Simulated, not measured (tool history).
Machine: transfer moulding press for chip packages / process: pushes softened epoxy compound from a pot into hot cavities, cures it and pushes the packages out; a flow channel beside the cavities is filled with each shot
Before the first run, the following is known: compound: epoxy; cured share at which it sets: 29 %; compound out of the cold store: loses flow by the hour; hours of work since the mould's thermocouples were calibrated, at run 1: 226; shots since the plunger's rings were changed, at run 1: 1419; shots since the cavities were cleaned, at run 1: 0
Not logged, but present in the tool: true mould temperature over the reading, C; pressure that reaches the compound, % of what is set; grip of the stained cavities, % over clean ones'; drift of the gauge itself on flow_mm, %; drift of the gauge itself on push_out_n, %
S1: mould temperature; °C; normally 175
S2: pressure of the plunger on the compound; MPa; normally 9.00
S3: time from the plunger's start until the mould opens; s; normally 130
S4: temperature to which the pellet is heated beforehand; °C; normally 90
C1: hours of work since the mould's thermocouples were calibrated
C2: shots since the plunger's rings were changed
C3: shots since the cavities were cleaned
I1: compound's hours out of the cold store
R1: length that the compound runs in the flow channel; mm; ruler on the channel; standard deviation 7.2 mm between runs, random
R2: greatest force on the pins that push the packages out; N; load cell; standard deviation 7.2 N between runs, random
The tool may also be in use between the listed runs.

run,hour,S1,S2,S3,S4,C1,C2,C3,I1,R1,R2
1,0.0,175,9.00,130,90,226,1419,0,10.9,877,303
2,29.3,175,9.00,130,84,243,1677,258,40.0,730,457
3,62.5,175,9.00,130,84,264,1969,550,46.2,689,542
4,87.1,168,9.00,130,90,279,2186,767,29.0,805,832
# hour 119.2: cavities cleaned with cleaning compound and waxed
5,129.0,175,9.00,130,90,303,2541,86,47.4,686,363
6,149.5,175,9.00,121,90,316,2721,266,12.2,868,520
7,176.5,175,7.59,130,90,332,2959,504,10.9,792,548
8,216.6,175,9.00,130,90,357,3312,857,25.5,788,637
# hour 237.6: cavities cleaned with cleaning compound and waxed
9,262.2,175,9.00,130,92,384,3700,217,31.3,735,436
10,301.6,175,9.00,130,92,408,4046,563,13.7,834,553
11,327.9,175,9.00,130,92,424,4278,795,15.4,820,601
# hour 356.4: cavities cleaned with cleaning compound and waxed
12,377.1,175,9.00,130,89,453,4698,183,23.2,767,442
13,403.7,175,9.00,130,89,469,4931,416,8.7,856,525
14,450.6,180,9.00,130,89,498,5344,829,33.3,711,591
# hour 473.7: cavities cleaned with cleaning compound and waxed
15,493.5,168,9.00,130,89,523,5708,173,17.1,815,603
16,537.8,168,7.38,130,100,550,6098,563,36.9,647,728
17,558.2,179,9.00,121,87,563,6278,743,34.0,695,577
18,581.4,179,9.00,121,87,577,6482,947,33.7,697,589

What will run 19 give?
# hour 593.0: cavities cleaned with cleaning compound and waxed
19,623.4,171,9.33,159,80,602,6839,268,43.3,?,?

{"run 19": {"R1": 683, "R2": 446}}
If the tool had no hidden condition, the same run with the same run-to-run variation would have returned R1 754 mm, R2 296 N.
